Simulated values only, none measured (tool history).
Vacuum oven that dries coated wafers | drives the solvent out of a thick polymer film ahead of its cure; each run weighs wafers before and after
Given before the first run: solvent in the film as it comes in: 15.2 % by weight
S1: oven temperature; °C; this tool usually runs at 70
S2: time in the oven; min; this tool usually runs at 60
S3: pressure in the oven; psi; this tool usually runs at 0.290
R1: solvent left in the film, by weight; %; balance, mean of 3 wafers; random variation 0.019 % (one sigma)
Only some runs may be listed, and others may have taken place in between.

run   hour  S1  S2     S3     R1
  1    0.0  70  60  0.290   4.04
  2   38.4  70  60  0.290   3.98
  3   86.6  70  60  0.290   4.06
  4  123.0  70  60  0.290   4.04
  5  144.7  70  60  0.290   4.05
  6  197.3  70  60  0.290   4.09
  7  242.3  57  60  0.290   7.99
  8  287.1  57  60  0.290   8.09
     293.0  -- oven's thermocouples calibrated
  9  337.2  75  99  0.290   1.84
 10  379.2  57  61  0.953  11.85
 11  423.8  57  61  0.953  11.84
 12  457.2  57  78  0.991  11.74
 13  492.4  57  78  0.991  11.73
 14  537.6  70  58  0.167   4.02
 15  575.9  73  44  0.331   4.91

Consider 4 possible next runs. They are alternatives, not a sequence: every one starts from the tool as it was left by run 15. What does each give?
     611.2  -- oven's thermocouples calibrated, once more
  A  621.7  59  44  0.290   ?
     611.2  -- oven's thermocouples calibrated, once more
  B  621.7  71  60  0.972   ?
     611.2  -- oven's thermocouples calibrated, once more
  C  621.7  59  48  0.397   ?
     611.2  -- oven's thermocouples calibrated, once more
  D  621.7  70  60  0.194   ?

run    R1
  A  8.11
  B  6.13
  C  8.29
  D  3.31
Had the tool no hidden state, the same runs would have come out as:
run    R1
  A  8.05
  B  6.09
  C  8.24
  D  3.26

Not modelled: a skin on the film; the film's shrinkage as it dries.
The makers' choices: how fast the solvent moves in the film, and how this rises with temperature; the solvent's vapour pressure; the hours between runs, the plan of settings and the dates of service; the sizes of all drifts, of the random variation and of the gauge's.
